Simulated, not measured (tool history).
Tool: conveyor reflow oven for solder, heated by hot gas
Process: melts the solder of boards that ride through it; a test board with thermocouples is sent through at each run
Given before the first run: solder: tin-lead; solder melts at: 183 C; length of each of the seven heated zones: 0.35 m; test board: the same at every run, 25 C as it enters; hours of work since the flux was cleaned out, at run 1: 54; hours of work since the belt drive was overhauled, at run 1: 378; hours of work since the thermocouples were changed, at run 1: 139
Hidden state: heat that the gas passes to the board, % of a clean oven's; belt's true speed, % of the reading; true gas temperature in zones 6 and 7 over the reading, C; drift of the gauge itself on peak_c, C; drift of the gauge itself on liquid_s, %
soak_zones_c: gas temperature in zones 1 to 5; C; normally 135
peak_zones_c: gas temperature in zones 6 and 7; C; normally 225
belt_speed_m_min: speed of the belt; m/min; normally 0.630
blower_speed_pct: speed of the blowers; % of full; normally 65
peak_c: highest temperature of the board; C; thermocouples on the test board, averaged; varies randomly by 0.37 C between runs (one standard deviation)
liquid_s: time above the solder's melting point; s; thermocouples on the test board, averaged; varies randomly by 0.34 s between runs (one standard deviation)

run	day	soak_zones_c	peak_zones_c	belt_speed_m_min	blower_speed_pct	hours of work since the flux was cleaned out	hours of work since the belt drive was overhauled	hours of work since the thermocouples were changed	peak_c	liquid_s
1	0.000	135	225	0.630	65	54	378	139	209.3	43.6
2	0.250	135	225	0.630	65	57	382	142	208.7	44.1
3	0.521	135	225	0.630	65	60	385	146	209.5	43.8
4	0.879	135	225	0.630	65	65	390	151	209.2	43.6
5	1.279	135	225	0.630	65	70	395	156	209.8	43.7
6	1.642	135	225	0.630	65	75	400	161	209.1	44.0
7	2.171	135	227	0.630	65	82	407	168	210.8	45.2
8	2.450	135	215	0.630	65	86	410	171	200.5	35.8
9	2.792	129	225	0.618	77	90	415	176	210.8	45.2
10	3.158	139	236	0.630	65	95	420	181	219.6	52.3
11	3.392	125	236	0.744	86	98	423	184	216.5	38.6
12	3.729	125	238	0.744	70	102	427	188	214.3	37.1
13	4.033	125	221	0.744	53	106	431	192	194.9	17.7
14	4.542	148	222	0.531	53	113	438	199	210.9	59.6

Consider 3 possible next runs. They are alternatives, not a sequence: every one starts from the tool as it was left by run 14. What does each give?
A	4.879	135	225	0.630	84	117	442	203	?	?
B	4.879	135	225	0.630	90	117	442	203	?	?
C	4.879	148	222	0.594	53	117	442	203	?	?

run	peak_c	liquid_s
A	213.2	47.8
B	213.9	48.4
C	207.8	49.5
With no hidden state in the tool, these same runs would have given:
run	peak_c	liquid_s
A	213.2	47.2
B	214.0	47.8
C	207.7	48.7
